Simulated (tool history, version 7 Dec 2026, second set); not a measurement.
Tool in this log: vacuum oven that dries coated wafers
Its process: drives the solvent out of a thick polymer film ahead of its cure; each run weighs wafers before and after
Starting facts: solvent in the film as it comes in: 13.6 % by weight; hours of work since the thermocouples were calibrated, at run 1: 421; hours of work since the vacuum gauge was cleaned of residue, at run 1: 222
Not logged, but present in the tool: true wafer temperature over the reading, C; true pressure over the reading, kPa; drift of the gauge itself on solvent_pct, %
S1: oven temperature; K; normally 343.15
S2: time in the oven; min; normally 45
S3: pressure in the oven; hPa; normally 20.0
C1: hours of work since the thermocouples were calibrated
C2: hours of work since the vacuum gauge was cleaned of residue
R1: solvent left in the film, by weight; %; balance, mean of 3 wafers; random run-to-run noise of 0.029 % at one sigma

run,hour,S1,S2,S3,C1,C2,R1
1,0.0,343.15,45,20.0,421,222,0.88
2,8.7,343.15,45,20.0,424,226,0.86
3,17.0,343.15,45,20.0,428,229,0.86
4,30.0,349.15,45,20.0,433,235,0.60
5,42.2,343.15,45,20.0,438,240,0.90
6,62.7,343.15,45,20.0,447,249,0.87
7,82.8,343.15,46,20.0,456,257,0.87
8,102.7,343.15,46,20.0,464,266,0.95
9,119.4,343.15,46,20.0,471,273,0.85
10,139.4,343.15,46,20.0,480,281,0.82
11,159.7,343.15,46,78.5,488,290,2.53
12,175.6,343.15,46,78.5,495,297,2.56
13,191.1,343.15,46,78.5,502,303,2.53
14,203.0,343.15,46,27.9,507,308,1.07
15,222.5,343.15,46,27.9,515,316,1.04
16,231.8,343.15,45,20.0,519,320,0.85
17,251.2,341.15,72,68.4,527,329,2.27
18,262.8,353.15,24,20.0,532,333,0.59
19,274.6,353.15,24,35.5,537,338,0.88
20,284.3,347.15,45,13.0,541,343,0.45
21,293.7,347.15,45,13.0,545,347,0.44
22,309.5,347.15,45,15.6,552,353,0.49
23,318.5,347.15,45,15.6,555,357,0.48
24,328.4,340.15,24,14.8,560,361,2.68
25,338.4,355.15,31,12.0,564,365,0.32
26,350.9,343.15,38,20.0,569,371,1.11
27,360.0,343.15,38,20.0,573,375,1.06
28,378.3,343.15,23,42.6,581,382,2.73
29,396.6,353.15,39,29.7,589,390,0.59
30,411.9,356.15,53,53.0,595,397,0.89
31,421.9,350.15,45,24.4,599,401,0.54

Forecast each of these 4 alternatives for the next run:
A,439.8,343.15,30,20.0,607,408,?
B,439.8,350.15,45,34.0,607,408,?
C,439.8,330.15,55,23.8,607,408,?
D,439.8,348.15,45,24.4,607,408,?

run,R1
A,1.45
B,0.78
C,3.01
D,0.65
Without the tool's hidden state the same runs would have given:
run,R1
A,1.66
B,0.83
C,3.33
D,0.69
